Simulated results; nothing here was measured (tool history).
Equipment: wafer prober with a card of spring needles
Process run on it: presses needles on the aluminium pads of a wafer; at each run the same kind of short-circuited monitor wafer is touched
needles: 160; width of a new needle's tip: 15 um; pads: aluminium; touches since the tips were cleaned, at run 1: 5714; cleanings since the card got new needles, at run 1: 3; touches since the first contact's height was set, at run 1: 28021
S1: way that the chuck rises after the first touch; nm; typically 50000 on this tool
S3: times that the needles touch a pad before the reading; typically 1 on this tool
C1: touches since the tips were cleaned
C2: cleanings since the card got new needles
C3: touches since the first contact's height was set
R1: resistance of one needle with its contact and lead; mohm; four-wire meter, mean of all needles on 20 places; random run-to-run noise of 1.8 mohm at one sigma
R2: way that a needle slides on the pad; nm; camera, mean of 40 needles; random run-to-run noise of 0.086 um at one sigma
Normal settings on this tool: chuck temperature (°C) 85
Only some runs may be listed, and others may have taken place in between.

Run 1, hour 0.0: usual settings; C1 5714; C2 3; C3 28021. Result: R1 232 mohm, R2 13550 nm.
At hour 6.9: tips cleaned on abrasive film.
Run 2, hour 22.2: usual settings; C1 3228; C2 4; C3 32701. Result: R1 220 mohm, R2 13540 nm.
Run 3, hour 37.0: usual settings but S1 38000 nm; C1 6380; C2 4; C3 35853. Result: R1 263 mohm, R2 10230 nm.
At hour 40.3: tips cleaned on abrasive film.
Run 4, hour 48.3: usual settings but S1 38000 nm; C1 1704; C2 5; C3 38225. Result: R1 222 mohm, R2 10110 nm.
Run 5, hour 63.6: usual settings but S1 38000 nm; C1 4938; C2 5; C3 41459. Result: R1 261 mohm, R2 10150 nm.
At hour 72.4: tips cleaned on abrasive film.
Run 6, hour 79.6: usual settings but S1 47000 nm; C1 1511; C2 6; C3 44836. Result: R1 206 mohm, R2 12590 nm.
Run 7, hour 96.5: usual settings but S1 55000 nm; C1 5095; C2 6; C3 48420. Result: R1 223 mohm, R2 14970 nm.
At hour 106.3: tips cleaned on abrasive film.
Run 8, hour 109.2: usual settings but S1 59000 nm, chuck temperature (°C) 98; C1 611; C2 7; C3 51091. Result: R1 195 mohm, R2 15840 nm.
Run 9, hour 125.7: usual settings but S1 36000 nm, chuck temperature (°C) 104; C1 4116; C2 7; C3 54596. Result: R1 263 mohm, R2 9540 nm.
Run 10, hour 137.6: usual settings but S1 33000 nm, chuck temperature (°C) 118; C1 6649; C2 7; C3 57129. Result: R1 295 mohm, R2 8670 nm.
At hour 139.5: tips cleaned on abrasive film.
Run 11, hour 161.8: usual settings but S1 33000 nm, chuck temperature (°C) 118; C1 4732; C2 8; C3 62243. Result: R1 286 mohm, R2 8730 nm.
At hour 172.8: tips cleaned on abrasive film.
Run 12, hour 184.8: usual settings but S1 52000 nm, chuck temperature (°C) 52, S3 2; C1 2543; C2 9; C3 67093. Result: R1 194 mohm, R2 13920 nm.
Run 13, hour 202.2: usual settings but S1 61000 nm, chuck temperature (°C) 31, S3 2; C1 6233; C2 9; C3 70783. Result: R1 198 mohm, R2 16240 nm.

4 ways to go on from here, each from the tool as it stands after run 13. What would each give?
At hour 205.7: tips cleaned on abrasive film.
Run A, hour 222.7: usual settings but S1 66000 nm, chuck temperature (°C) 42, S3 2; C1 3605; C2 10; C3 75107. Result: R1 ?, R2 ?.
At hour 205.7: tips cleaned on abrasive film.
Run B, hour 222.7: usual settings but S3 2; C1 3605; C2 10; C3 75107. Result: R1 ?, R2 ?.
At hour 205.7: tips cleaned on abrasive film.
Run C, hour 222.7: usual settings but S1 61000 nm, chuck temperature (°C) 35, S3 2; C1 3605; C2 10; C3 75107. Result: R1 ?, R2 ?.
At hour 205.7: tips cleaned on abrasive film.
Run D, hour 222.7: usual settings but chuck temperature (°C) 26, S3 2; C1 3605; C2 10; C3 75107. Result: R1 ?, R2 ?.

run   R1     R2
  A  189  17440
  B  207  13290
  C  192  16260
  D  196  13270
Had the tool no hidden state, the same runs would have come out as:
run   R1     R2
  A  173  17750
  B  184  13610
  C  174  16570
  D  171  13580

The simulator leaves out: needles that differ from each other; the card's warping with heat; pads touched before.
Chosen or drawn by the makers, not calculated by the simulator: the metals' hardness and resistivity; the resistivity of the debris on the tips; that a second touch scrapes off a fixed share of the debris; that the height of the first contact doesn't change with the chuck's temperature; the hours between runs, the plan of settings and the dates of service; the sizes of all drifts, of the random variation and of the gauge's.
